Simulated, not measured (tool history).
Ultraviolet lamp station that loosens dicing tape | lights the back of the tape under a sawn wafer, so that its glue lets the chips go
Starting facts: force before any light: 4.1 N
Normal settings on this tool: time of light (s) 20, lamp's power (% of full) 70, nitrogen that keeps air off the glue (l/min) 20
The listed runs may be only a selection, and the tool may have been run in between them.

| run | hour | time of light (s) | lamp's power (% of full) | nitrogen that keeps air off the glue (l/min) | force that peels the tape off (N) | light that reached the tape (mJ/cm²) |
|---|---|---|---|---|---|---|
| 1 | 0.0 | 20 | 70 | 20 | 0.331 | 218 |
| 2 | 6.0 | 20 | 70 | 20 | 0.326 | 212 |
| 3 | 18.8 | 20 | 70 | 20 | 0.325 | 208 |
| 4 | 31.8 | 20 | 70 | 20 | 0.343 | 213 |
| 5 | 39.5 | 20 | 70 | 20 | 0.341 | 211 |
| 6 | 44.8 | 20 | 70 | 20 | 0.354 | 210 |
| 7 | 54.6 | 20 | 70 | 20 | 0.347 | 211 |
| 8 | 60.5 | 20 | 70 | 20 | 0.346 | 212 |
| 9 | 72.6 | 20 | 70 | 20 | 0.355 | 211 |
| 10 | 79.3 | 20 | 70 | 20 | 0.347 | 212 |
| 11 | 87.7 | 20 | 70 | 20 | 0.355 | 204 |
| 12 | 100.5 | 20 | 70 | 20 | 0.366 | 208 |
| 13 | 112.0 | 20 | 79 | 20 | 0.284 | 237 |
| 14 | 117.3 | 20 | 70 | 7 | 0.682 | 206 |
| 15 | 126.5 | 20 | 70 | 20 | 0.363 | 208 |
| 16 | 135.5 | 20 | 70 | 20 | 0.360 | 206 |
| 17 | 141.6 | 20 | 70 | 20 | 0.353 | 204 |
| 18 | 148.1 | 20 | 90 | 20 | 0.234 | 258 |
| 19 | 158.9 | 25 | 82 | 26 | 0.164 | 296 |
| 20 | 165.0 | 13 | 70 | 20 | 0.781 | 132 |
| 21 | 171.9 | 13 | 70 | 20 | 0.801 | 130 |
| 22 | 178.1 | 13 | 70 | 20 | 0.785 | 130 |
| 23 | 189.6 | 13 | 70 | 20 | 0.784 | 132 |
| 24 | 200.0 | 13 | 70 | 20 | 0.784 | 130 |
| 25 | 211.5 | 19 | 72 | 7 | 0.787 | 193 |
| 26 | 218.8 | 20 | 70 | 27 | 0.327 | 196 |
| 27 | 225.7 | 17 | 60 | 20 | 0.662 | 145 |
| 28 | 238.3 | 17 | 60 | 20 | 0.671 | 142 |
| 29 | 244.1 | 22 | 60 | 38 | 0.322 | 185 |
| 30 | 249.4 | 22 | 60 | 38 | 0.314 | 183 |
| 31 | 261.0 | 13 | 71 | 22 | 0.782 | 128 |
| 32 | 271.7 | 13 | 71 | 22 | 0.773 | 129 |
| 33 | 281.7 | 37 | 70 | 20 | 0.167 | 356 |
| 34 | 293.9 | 15 | 70 | 39 | 0.490 | 142 |

Measured less the same run without the tool's hidden state. The same run-to-run variation is in both; the gauge's scatter may not be:
Unlogged tool condition in this case: lamp's light, % of a new lamp's; light that the window lets through, % of a clean one's; drift of the gauge itself on peel_n, %; drift of the gauge itself on dose_mj_cm2, %.
| run | force that peels the tape off (N) | light that reached the tape (mJ/cm²) |
|---|---|---|
| 1 | +0.072 | -32 |
| 2 | +0.074 | -33 |
| 3 | +0.076 | -34 |
| 4 | +0.081 | -35 |
| 5 | +0.081 | -35 |
| 6 | +0.085 | -36 |
| 7 | +0.087 | -36 |
| 8 | +0.088 | -37 |
| 9 | +0.091 | -38 |
| 10 | +0.093 | -40 |
| 11 | +0.096 | -40 |
| 12 | +0.100 | -40 |
| 13 | +0.076 | -47 |
| 14 | +0.182 | -42 |
| 15 | +0.107 | -43 |
| 16 | +0.104 | -44 |
| 17 | +0.103 | -44 |
| 18 | +0.056 | -57 |
| 19 | +0.027 | -67 |
| 20 | +0.220 | -30 |
| 21 | +0.230 | -30 |
| 22 | +0.228 | -31 |
| 23 | +0.232 | -32 |
| 24 | +0.233 | -32 |
| 25 | +0.240 | -49 |
| 26 | +0.107 | -50 |
| 27 | +0.216 | -37 |
| 28 | +0.226 | -38 |
| 29 | +0.103 | -50 |
| 30 | +0.104 | -51 |
| 31 | +0.259 | -36 |
| 32 | +0.256 | -37 |
| 33 | +0.022 | -103 |
| 34 | +0.179 | -42 |

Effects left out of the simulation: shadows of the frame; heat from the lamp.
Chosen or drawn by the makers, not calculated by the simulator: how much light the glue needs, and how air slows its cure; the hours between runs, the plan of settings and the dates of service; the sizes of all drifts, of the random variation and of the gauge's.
